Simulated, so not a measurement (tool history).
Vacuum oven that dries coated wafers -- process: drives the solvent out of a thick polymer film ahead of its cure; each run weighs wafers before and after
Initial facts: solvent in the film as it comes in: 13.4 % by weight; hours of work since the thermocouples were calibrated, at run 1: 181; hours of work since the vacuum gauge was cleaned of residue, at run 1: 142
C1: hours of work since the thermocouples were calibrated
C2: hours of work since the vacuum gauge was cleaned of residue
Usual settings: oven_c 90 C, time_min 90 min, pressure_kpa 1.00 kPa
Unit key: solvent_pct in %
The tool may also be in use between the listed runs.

{"run": 1, "hour": 0.0, "oven_c": 90, "time_min": 90, "pressure_kpa": 1.0, "C1": 181, "C2": 142, "solvent_pct": 1.38}
{"run": 2, "hour": 19.6, "oven_c": 90, "time_min": 90, "pressure_kpa": 1.0, "C1": 191, "C2": 152, "solvent_pct": 1.45}
{"run": 3, "hour": 36.8, "oven_c": 90, "time_min": 90, "pressure_kpa": 1.0, "C1": 200, "C2": 160, "solvent_pct": 1.42}
{"run": 4, "hour": 47.9, "oven_c": 90, "time_min": 90, "pressure_kpa": 1.0, "C1": 205, "C2": 166, "solvent_pct": 1.52}
{"run": 5, "hour": 61.2, "oven_c": 90, "time_min": 90, "pressure_kpa": 1.0, "C1": 212, "C2": 173, "solvent_pct": 1.48}
{"run": 6, "hour": 76.7, "oven_c": 90, "time_min": 90, "pressure_kpa": 1.0, "C1": 220, "C2": 180, "solvent_pct": 1.56}
{"run": 7, "hour": 88.3, "oven_c": 90, "time_min": 90, "pressure_kpa": 1.0, "C1": 226, "C2": 186, "solvent_pct": 1.45}
{"run": 8, "hour": 97.5, "oven_c": 90, "time_min": 90, "pressure_kpa": 1.0, "C1": 230, "C2": 191, "solvent_pct": 1.6}
{"run": 9, "hour": 117.1, "oven_c": 90, "time_min": 90, "pressure_kpa": 1.0, "C1": 240, "C2": 201, "solvent_pct": 1.59}
{"run": 10, "hour": 130.7, "oven_c": 102, "time_min": 90, "pressure_kpa": 1.0, "C1": 247, "C2": 207, "solvent_pct": 0.53}
{"run": 11, "hour": 143.2, "oven_c": 91, "time_min": 90, "pressure_kpa": 1.0, "C1": 253, "C2": 214, "solvent_pct": 1.38}
{"run": 12, "hour": 152.0, "oven_c": 91, "time_min": 90, "pressure_kpa": 1.0, "C1": 257, "C2": 218, "solvent_pct": 1.46}
{"run": 13, "hour": 165.8, "oven_c": 91, "time_min": 90, "pressure_kpa": 1.0, "C1": 264, "C2": 225, "solvent_pct": 1.31}
{"run": 14, "hour": 183.2, "oven_c": 90, "time_min": 90, "pressure_kpa": 0.54, "C1": 273, "C2": 234, "solvent_pct": 1.26}
{"run": 15, "hour": 194.1, "oven_c": 90, "time_min": 90, "pressure_kpa": 1.0, "C1": 279, "C2": 239, "solvent_pct": 1.39}
{"run": 16, "hour": 206.1, "oven_c": 90, "time_min": 104, "pressure_kpa": 1.0, "C1": 285, "C2": 245, "solvent_pct": 1.26}
{"run": 17, "hour": 221.6, "oven_c": 90, "time_min": 104, "pressure_kpa": 1.0, "C1": 292, "C2": 253, "solvent_pct": 1.21}
{"run": 18, "hour": 231.0, "oven_c": 90, "time_min": 104, "pressure_kpa": 1.0, "C1": 297, "C2": 258, "solvent_pct": 1.21}
{"run": 19, "hour": 243.7, "oven_c": 90, "time_min": 104, "pressure_kpa": 1.0, "C1": 303, "C2": 264, "solvent_pct": 1.24}
{"run": 20, "hour": 261.5, "oven_c": 90, "time_min": 104, "pressure_kpa": 1.0, "C1": 312, "C2": 273, "solvent_pct": 1.27}
{"run": 21, "hour": 275.8, "oven_c": 90, "time_min": 104, "pressure_kpa": 1.0, "C1": 319, "C2": 280, "solvent_pct": 1.27}
{"run": 22, "hour": 287.6, "oven_c": 90, "time_min": 90, "pressure_kpa": 1.0, "C1": 325, "C2": 286, "solvent_pct": 1.48}
{"run": 23, "hour": 298.5, "oven_c": 90, "time_min": 90, "pressure_kpa": 1.0, "C1": 331, "C2": 291, "solvent_pct": 1.5}
{"run": 24, "hour": 317.3, "oven_c": 88, "time_min": 98, "pressure_kpa": 1.4, "C1": 340, "C2": 301, "solvent_pct": 2.03}
{"hour": 320.3, "done": "oven's thermocouples calibrated"}
{"run": 25, "hour": 329.9, "oven_c": 88, "time_min": 98, "pressure_kpa": 1.4, "C1": 5, "C2": 306, "solvent_pct": 1.98}
{"run": 26, "hour": 343.1, "oven_c": 94, "time_min": 118, "pressure_kpa": 3.83, "C1": 11, "C2": 313, "solvent_pct": 2.28}
{"run": 27, "hour": 352.2, "oven_c": 94, "time_min": 118, "pressure_kpa": 3.83, "C1": 16, "C2": 317, "solvent_pct": 2.29}
{"hour": 360.7, "done": "oven's thermocouples calibrated, once more"}
{"run": 28, "hour": 362.8, "oven_c": 94, "time_min": 118, "pressure_kpa": 3.83, "C1": 1, "C2": 322, "solvent_pct": 2.22}
{"run": 29, "hour": 376.5, "oven_c": 83, "time_min": 90, "pressure_kpa": 0.62, "C1": 8, "C2": 329, "solvent_pct": 2.32}
{"run": 30, "hour": 384.9, "oven_c": 83, "time_min": 90, "pressure_kpa": 0.62, "C1": 12, "C2": 333, "solvent_pct": 2.35}
{"run": 31, "hour": 396.1, "oven_c": 92, "time_min": 55, "pressure_kpa": 0.51, "C1": 18, "C2": 338, "solvent_pct": 2.14}
{"run": 32, "hour": 406.5, "oven_c": 92, "time_min": 69, "pressure_kpa": 0.65, "C1": 23, "C2": 344, "solvent_pct": 1.52}
{"run": 33, "hour": 422.5, "oven_c": 92, "time_min": 69, "pressure_kpa": 0.65, "C1": 31, "C2": 352, "solvent_pct": 1.55}
{"run": 34, "hour": 433.6, "oven_c": 92, "time_min": 69, "pressure_kpa": 0.65, "C1": 37, "C2": 357, "solvent_pct": 1.53}
{"run": 35, "hour": 448.1, "oven_c": 92, "time_min": 69, "pressure_kpa": 0.65, "C1": 44, "C2": 364, "solvent_pct": 1.49}
{"run": 36, "hour": 467.7, "oven_c": 80, "time_min": 144, "pressure_kpa": 0.93, "C1": 54, "C2": 374, "solvent_pct": 1.8}
{"run": 37, "hour": 481.9, "oven_c": 105, "time_min": 64, "pressure_kpa": 0.57, "C1": 61, "C2": 381, "solvent_pct": 0.33}
{"run": 38, "hour": 497.4, "oven_c": 105, "time_min": 64, "pressure_kpa": 0.57, "C1": 69, "C2": 389, "solvent_pct": 0.45}
{"run": 39, "hour": 514.7, "oven_c": 105, "time_min": 64, "pressure_kpa": 0.57, "C1": 77, "C2": 398, "solvent_pct": 0.47}
{"run": 40, "hour": 525.7, "oven_c": 84, "time_min": 90, "pressure_kpa": 0.69, "C1": 83, "C2": 403, "solvent_pct": 2.21}
{"run": 41, "hour": 541.0, "oven_c": 94, "time_min": 90, "pressure_kpa": 2.2, "C1": 90, "C2": 411, "solvent_pct": 1.59}
{"run": 42, "hour": 553.7, "oven_c": 88, "time_min": 65, "pressure_kpa": 1.06, "C1": 97, "C2": 417, "solvent_pct": 2.68}
{"run": 43, "hour": 567.5, "oven_c": 100, "time_min": 90, "pressure_kpa": 1.0, "C1": 104, "C2": 424, "solvent_pct": 0.65}
{"run": 44, "hour": 580.4, "oven_c": 100, "time_min": 90, "pressure_kpa": 1.0, "C1": 110, "C2": 431, "solvent_pct": 0.54}
{"run": 45, "hour": 598.7, "oven_c": 88, "time_min": 51, "pressure_kpa": 1.0, "C1": 119, "C2": 440, "solvent_pct": 3.45}
{"run": 46, "hour": 609.7, "oven_c": 80, "time_min": 66, "pressure_kpa": 1.45, "C1": 125, "C2": 445, "solvent_pct": 4.71}

Across each entry between runs, compare the hidden state at the last listed run before it with the hidden state at the first listed run after it:
From run 24 to run 25: oven's thermocouples calibrated (hour 320.3)
  true wafer temperature over the reading, C: -0.82 -> -1.12
  difference, measured minus the result without the unlogged condition, solvent_pct: +0.17 -> +0.21 %
From run 27 to run 28: oven's thermocouples calibrated, once more (hour 360.7)
  true wafer temperature over the reading, C: -1.15 -> 0.25; true pressure over the reading, kPa: 0.058 -> 0.059
  difference, measured minus the result without the unlogged condition, solvent_pct: +0.16 -> +0.00 %
